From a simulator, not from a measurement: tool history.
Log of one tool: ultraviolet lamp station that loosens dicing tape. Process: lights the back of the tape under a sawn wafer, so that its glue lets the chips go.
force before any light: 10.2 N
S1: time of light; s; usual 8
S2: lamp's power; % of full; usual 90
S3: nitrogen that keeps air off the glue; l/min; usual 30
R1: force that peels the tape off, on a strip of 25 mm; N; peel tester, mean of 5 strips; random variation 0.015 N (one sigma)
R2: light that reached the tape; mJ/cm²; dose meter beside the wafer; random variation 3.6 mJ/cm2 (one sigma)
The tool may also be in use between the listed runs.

run   hour  S1  S2  S3     R1   R2
  1      0   8  90  30   0.97  531
  2     17   8  90  30  0.971  520
  3   36.9   8  66  30  1.771  381
  4   52.4   8  66  30  1.738  382
  5   73.1   8  66  30  1.846  374
  6   85.2   8  66  30  1.746  370
  7  105.5   8  90  30  1.002  499
  8  120.6   8  90  30  1.064  503
  9  141.5   8  90  30   1.04  496
 10  162.3   8  90  29  1.092  480
 11  183.1   8  90  29  1.155  483
 12  201.4   9  90  30  0.889  539

Run 13 comes next. What will it give?
 13  219.4   9  64  24   ?   ?

Run 13 gave R1 1.998 N, R2 382 mJ/cm².
Without the tool's hidden state the same run would have given R1 1.332 N, R2 484 mJ/cm².
